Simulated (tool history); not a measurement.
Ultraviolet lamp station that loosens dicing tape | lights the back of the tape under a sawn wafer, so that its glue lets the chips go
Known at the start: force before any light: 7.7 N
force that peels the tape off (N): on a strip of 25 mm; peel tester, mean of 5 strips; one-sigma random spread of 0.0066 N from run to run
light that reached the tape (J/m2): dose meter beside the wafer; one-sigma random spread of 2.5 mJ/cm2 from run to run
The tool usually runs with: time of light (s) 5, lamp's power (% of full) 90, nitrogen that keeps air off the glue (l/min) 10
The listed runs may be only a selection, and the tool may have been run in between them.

run	hour	time of light (s)	lamp's power (% of full)	nitrogen that keeps air off the glue (l/min)	force that peels the tape off (N)	light that reached the tape (J/m2)
1	0	5	90	10	0.268	2660
2	5.3	5	90	10	0.268	2630
3	10.8	5	90	10	0.246	2650
4	18.9	5	64	10	0.552	1890
5	23.1	5	90	10	0.267	2690
6	28.4	3	90	10	0.789	1590
7	33.8	3	90	10	0.81	1580
8	40.2	3	90	10	0.813	1610
9	47.1	3	90	10	0.798	1550
10	55.4	5	90	10	0.261	2630
11	63	4	90	3	1.258	2110
12	71.1	4	90	3	1.263	2100
13	77.4	4	92	14	0.309	2150
14	86.4	4	92	14	0.336	2140
15	92.6	9	97	5	0.148	4970
16	97	9	97	5	0.144	4960
17	103.7	5	63	10	0.599	1770

What will run 18 give?
18	110.9	5	63	10	?	?

{"run 18": {"force that peels the tape off (N)": 0.624, "light that reached the tape (J/m2)": 1810}}
With the hidden condition absent and the run-to-run variation left alone, this run would have shown force that peels the tape off (N) 0.457, light that reached the tape (J/m2) 2070.
